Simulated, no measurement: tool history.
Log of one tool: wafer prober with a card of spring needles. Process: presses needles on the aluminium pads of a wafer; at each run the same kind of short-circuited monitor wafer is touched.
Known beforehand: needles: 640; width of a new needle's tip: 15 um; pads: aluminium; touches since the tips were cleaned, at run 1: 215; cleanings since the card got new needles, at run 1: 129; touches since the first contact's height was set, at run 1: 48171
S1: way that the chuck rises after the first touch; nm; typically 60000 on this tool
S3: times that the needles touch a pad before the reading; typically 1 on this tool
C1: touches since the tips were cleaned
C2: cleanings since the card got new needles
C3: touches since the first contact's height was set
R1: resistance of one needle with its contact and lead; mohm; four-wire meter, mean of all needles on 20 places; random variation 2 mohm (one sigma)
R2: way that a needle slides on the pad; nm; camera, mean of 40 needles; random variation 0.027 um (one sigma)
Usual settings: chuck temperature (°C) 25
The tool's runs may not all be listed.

{"run": 1, "day": 0.0, "S1": 60000, "chuck temperature (°C)": 25, "S3": 1, "C1": 215, "C2": 129, "C3": 48171, "R1": 255, "R2": 10420}
{"day": 0.146, "done": "tips cleaned on abrasive film"}
{"day": 0.325, "done": "tips cleaned on abrasive film"}
{"day": 0.504, "done": "tips cleaned on abrasive film"}
{"run": 2, "day": 0.571, "S1": 60000, "chuck temperature (°C)": 25, "S3": 1, "C1": 854, "C2": 132, "C3": 55227, "R1": 288, "R2": 10120}
{"day": 0.679, "done": "tips cleaned on abrasive film"}
{"day": 0.825, "done": "tips cleaned on abrasive film"}
{"day": 1.004, "done": "tips cleaned on abrasive film"}
{"day": 1.188, "done": "tips cleaned on abrasive film"}
{"day": 1.333, "done": "tips cleaned on abrasive film"}
{"run": 3, "day": 1.346, "S1": 60000, "chuck temperature (°C)": 63, "S3": 1, "C1": 198, "C2": 137, "C3": 64717, "R1": 271, "R2": 10020}
{"day": 1.492, "done": "tips cleaned on abrasive film"}
{"day": 1.671, "done": "tips cleaned on abrasive film"}
{"run": 4, "day": 1.796, "S1": 60000, "chuck temperature (°C)": 25, "S3": 1, "C1": 1541, "C2": 139, "C3": 70242, "R1": 354, "R2": 9960}
{"day": 1.833, "done": "tips cleaned on abrasive film"}
{"day": 2.012, "done": "tips cleaned on abrasive film"}
{"day": 2.171, "done": "tips cleaned on abrasive film"}
{"run": 5, "day": 2.171, "S1": 60000, "chuck temperature (°C)": 25, "S3": 1, "C1": 0, "C2": 142, "C3": 74822, "R1": 234, "R2": 9980}
{"day": 2.217, "done": "height of the first contact set anew"}
{"day": 2.362, "done": "tips cleaned on abrasive film"}
{"day": 2.542, "done": "tips cleaned on abrasive film"}
{"run": 6, "day": 2.55, "S1": 63000, "chuck temperature (°C)": 25, "S3": 1, "C1": 100, "C2": 144, "C3": 4094, "R1": 242, "R2": 11290}
{"day": 2.696, "done": "tips cleaned on abrasive film"}
{"day": 2.871, "done": "tips cleaned on abrasive film"}
{"run": 7, "day": 3.012, "S1": 60000, "chuck temperature (°C)": 25, "S3": 1, "C1": 1763, "C2": 146, "C3": 9792, "R1": 349, "R2": 10710}
{"day": 3.054, "done": "tips cleaned on abrasive film, once more"}
{"day": 3.233, "done": "tips cleaned on abrasive film"}
{"day": 3.412, "done": "tips cleaned on abrasive film"}
{"day": 3.596, "done": "tips cleaned on abrasive film"}
{"run": 8, "day": 3.65, "S1": 41000, "chuck temperature (°C)": 25, "S3": 1, "C1": 711, "C2": 150, "C3": 17617, "R1": 380, "R2": 7230}
{"day": 3.762, "done": "tips cleaned on abrasive film"}
{"day": 3.942, "done": "tips cleaned on abrasive film"}
{"day": 4.088, "done": "tips cleaned on abrasive film"}
{"day": 4.267, "done": "tips cleaned on abrasive film"}
{"day": 4.446, "done": "tips cleaned on abrasive film"}
{"run": 9, "day": 4.462, "S1": 41000, "chuck temperature (°C)": 25, "S3": 1, "C1": 207, "C2": 155, "C3": 27582, "R1": 277, "R2": 7120}
{"day": 4.608, "done": "tips cleaned on abrasive film"}
{"day": 4.788, "done": "tips cleaned on abrasive film"}
{"day": 4.967, "done": "tips cleaned on abrasive film"}
{"day": 5.146, "done": "tips cleaned on abrasive film"}
{"run": 10, "day": 5.175, "S1": 60000, "chuck temperature (°C)": 25, "S3": 1, "C1": 360, "C2": 159, "C3": 36355, "R1": 272, "R2": 10470}
{"day": 5.321, "done": "tips cleaned on abrasive film"}
{"day": 5.5, "done": "tips cleaned on abrasive film"}
{"day": 5.683, "done": "tips cleaned on abrasive film"}
{"day": 5.862, "done": "tips cleaned on abrasive film"}
{"run": 11, "day": 5.912, "S1": 60000, "chuck temperature (°C)": 25, "S3": 1, "C1": 650, "C2": 163, "C3": 45443, "R1": 284, "R2": 10380}
{"day": 6.025, "done": "tips cleaned on abrasive film"}
{"day": 6.2, "done": "tips cleaned on abrasive film"}
{"run": 12, "day": 6.25, "S1": 60000, "chuck temperature (°C)": 112, "S3": 1, "C1": 622, "C2": 165, "C3": 49582, "R1": 306, "R2": 10390}
{"day": 6.362, "done": "tips cleaned on abrasive film"}
{"day": 6.542, "done": "tips cleaned on abrasive film"}
{"run": 13, "day": 6.608, "S1": 60000, "chuck temperature (°C)": 25, "S3": 2, "C1": 850, "C2": 167, "C3": 53967, "R1": 272, "R2": 10410}
{"day": 6.717, "done": "tips cleaned on abrasive film"}
{"day": 6.896, "done": "tips cleaned on abrasive film"}
{"day": 7.075, "done": "tips cleaned on abrasive film"}
{"day": 7.254, "done": "tips cleaned on abrasive film"}
{"run": 14, "day": 7.392, "S1": 47000, "chuck temperature (°C)": 30, "S3": 1, "C1": 1695, "C2": 171, "C3": 63614, "R1": 454, "R2": 7980}
{"day": 7.429, "done": "tips cleaned on abrasive film"}
{"day": 7.612, "done": "tips cleaned on abrasive film"}
{"day": 7.788, "done": "tips cleaned on abrasive film"}
{"day": 7.967, "done": "tips cleaned on abrasive film"}
{"run": 15, "day": 8.046, "S1": 60000, "chuck temperature (°C)": 81, "S3": 1, "C1": 1037, "C2": 175, "C3": 71676, "R1": 333, "R2": 10240}
{"day": 8.121, "done": "tips cleaned on abrasive film"}
{"day": 8.3, "done": "tips cleaned on abrasive film"}
{"day": 8.346, "done": "height of the first contact set anew"}
{"run": 16, "day": 8.446, "S1": 60000, "chuck temperature (°C)": 63, "S3": 1, "C1": 1676, "C2": 177, "C3": 1233, "R1": 356, "R2": 10800}
{"day": 8.483, "done": "tips cleaned on abrasive film"}
{"day": 8.667, "done": "tips cleaned on abrasive film"}
{"day": 8.842, "done": "tips cleaned on abrasive film"}
{"run": 17, "day": 8.892, "S1": 44000, "chuck temperature (°C)": 59, "S3": 1, "C1": 615, "C2": 180, "C3": 6696, "R1": 355, "R2": 7770}
{"day": 9.0, "done": "tips cleaned on abrasive film"}
{"day": 9.146, "done": "tips cleaned on abrasive film"}
{"day": 9.329, "done": "tips cleaned on abrasive film"}
{"day": 9.508, "done": "tips cleaned on abrasive film"}
{"day": 9.683, "done": "tips cleaned on abrasive film"}
{"run": 18, "day": 9.7, "S1": 44000, "chuck temperature (°C)": 75, "S3": 1, "C1": 176, "C2": 185, "C3": 16597, "R1": 294, "R2": 7750}
{"day": 9.846, "done": "tips cleaned on abrasive film"}
{"day": 10.021, "done": "tips cleaned on abrasive film"}
{"day": 10.204, "done": "tips cleaned on abrasive film"}
{"day": 10.383, "done": "tips cleaned on abrasive film"}
{"run": 19, "day": 10.454, "S1": 44000, "chuck temperature (°C)": 75, "S3": 1, "C1": 895, "C2": 189, "C3": 25907, "R1": 403, "R2": 7700}
{"day": 10.529, "done": "tips cleaned on abrasive film"}
{"day": 10.712, "done": "tips cleaned on abrasive film"}
{"day": 10.892, "done": "tips cleaned on abrasive film"}
{"day": 11.071, "done": "tips cleaned on abrasive film"}
{"day": 11.229, "done": "tips cleaned on abrasive film"}
{"run": 20, "day": 11.229, "S1": 44000, "chuck temperature (°C)": 75, "S3": 1, "C1": 0, "C2": 194, "C3": 35369, "R1": 268, "R2": 7590}
{"day": 11.404, "done": "tips cleaned on abrasive film"}
{"day": 11.55, "done": "tips cleaned on abrasive film"}
{"day": 11.733, "done": "tips cleaned on abrasive film"}
{"run": 21, "day": 11.758, "S1": 41000, "chuck temperature (°C)": 25, "S3": 1, "C1": 313, "C2": 197, "C3": 41875, "R1": 317, "R2": 7030}
{"day": 11.9, "done": "tips cleaned on abrasive film"}
{"day": 12.083, "done": "tips cleaned on abrasive film"}
{"day": 12.258, "done": "tips cleaned on abrasive film"}
{"day": 12.442, "done": "tips cleaned on abrasive film"}
{"run": 22, "day": 12.521, "S1": 52000, "chuck temperature (°C)": 25, "S3": 2, "C1": 1007, "C2": 201, "C3": 51284, "R1": 322, "R2": 8920}
{"day": 12.596, "done": "tips cleaned on abrasive film"}
{"day": 12.775, "done": "tips cleaned on abrasive film"}
{"day": 12.954, "done": "tips cleaned on abrasive film"}
{"day": 13.133, "done": "tips cleaned on abrasive film"}
{"day": 13.633, "done": "card fitted with new needles"}
{"run": 23, "day": 13.671, "S1": 73000, "chuck temperature (°C)": 120, "S3": 2, "C1": 504, "C2": 0, "C3": 504, "R1": 249, "R2": 13040}
{"day": 13.783, "done": "tips cleaned on abrasive film"}
{"day": 13.962, "done": "tips cleaned on abrasive film"}
{"run": 24, "day": 14.021, "S1": 73000, "chuck temperature (°C)": 120, "S3": 2, "C1": 753, "C2": 2, "C3": 4805, "R1": 257, "R2": 13030}
{"day": 14.133, "done": "tips cleaned on abrasive film"}
{"day": 14.312, "done": "tips cleaned on abrasive film"}
{"day": 14.492, "done": "tips cleaned on abrasive film"}
{"day": 14.654, "done": "tips cleaned on abrasive film"}
{"run": 25, "day": 14.654, "S1": 64000, "chuck temperature (°C)": 36, "S3": 2, "C1": 0, "C2": 6, "C3": 12546, "R1": 223, "R2": 11390}
{"day": 14.829, "done": "tips cleaned on abrasive film"}
{"day": 15.012, "done": "tips cleaned on abrasive film"}
{"day": 15.188, "done": "tips cleaned on abrasive film"}
{"run": 26, "day": 15.304, "S1": 53000, "chuck temperature (°C)": 92, "S3": 1, "C1": 1493, "C2": 9, "C3": 20599, "R1": 310, "R2": 9380}

Consider 5 possible next runs. They are alternatives, not a sequence: every one starts from the tool as it was left by run 26. What does each give?
{"day": 15.346, "done": "tips cleaned on abrasive film"}
{"day": 15.525, "done": "tips cleaned on abrasive film"}
{"day": 15.704, "done": "tips cleaned on abrasive film"}
{"day": 15.888, "done": "tips cleaned on abrasive film"}
{"run": "A", "day": 15.938, "S1": 73000, "chuck temperature (°C)": 25, "S3": 1, "C1": 665, "C2": 13, "C3": 28363, "R1": "?", "R2": "?"}
{"day": 15.346, "done": "tips cleaned on abrasive film"}
{"day": 15.525, "done": "tips cleaned on abrasive film"}
{"day": 15.704, "done": "tips cleaned on abrasive film"}
{"day": 15.888, "done": "tips cleaned on abrasive film"}
{"run": "B", "day": 15.938, "S1": 46000, "chuck temperature (°C)": 75, "S3": 1, "C1": 665, "C2": 13, "C3": 28363, "R1": "?", "R2": "?"}
{"day": 15.346, "done": "tips cleaned on abrasive film"}
{"day": 15.525, "done": "tips cleaned on abrasive film"}
{"day": 15.704, "done": "tips cleaned on abrasive film"}
{"day": 15.888, "done": "tips cleaned on abrasive film"}
{"run": "C", "day": 15.938, "S1": 60000, "chuck temperature (°C)": 38, "S3": 2, "C1": 665, "C2": 13, "C3": 28363, "R1": "?", "R2": "?"}
{"day": 15.346, "done": "tips cleaned on abrasive film"}
{"day": 15.525, "done": "tips cleaned on abrasive film"}
{"day": 15.704, "done": "tips cleaned on abrasive film"}
{"day": 15.888, "done": "tips cleaned on abrasive film"}
{"run": "D", "day": 15.938, "S1": 53000, "chuck temperature (°C)": 117, "S3": 1, "C1": 665, "C2": 13, "C3": 28363, "R1": "?", "R2": "?"}
{"day": 15.346, "done": "tips cleaned on abrasive film"}
{"day": 15.525, "done": "tips cleaned on abrasive film"}
{"day": 15.704, "done": "tips cleaned on abrasive film"}
{"day": 15.888, "done": "tips cleaned on abrasive film"}
{"run": "E", "day": 15.938, "S1": 53000, "chuck temperature (°C)": 35, "S3": 1, "C1": 665, "C2": 13, "C3": 28363, "R1": "?", "R2": "?"}

run=A R1=244 R2=12850
run=B R1=299 R2=8080
run=C R1=250 R2=10560
run=D R1=290 R2=9270
run=E R1=275 R2=9300
The same runs, with their run-to-run variation unchanged, on a tool lacking any hidden condition would have given:
run=A R1=216 R2=13050
run=B R1=239 R2=8280
run=C R1=227 R2=10760
run=D R1=247 R2=9470
run=E R1=226 R2=9500

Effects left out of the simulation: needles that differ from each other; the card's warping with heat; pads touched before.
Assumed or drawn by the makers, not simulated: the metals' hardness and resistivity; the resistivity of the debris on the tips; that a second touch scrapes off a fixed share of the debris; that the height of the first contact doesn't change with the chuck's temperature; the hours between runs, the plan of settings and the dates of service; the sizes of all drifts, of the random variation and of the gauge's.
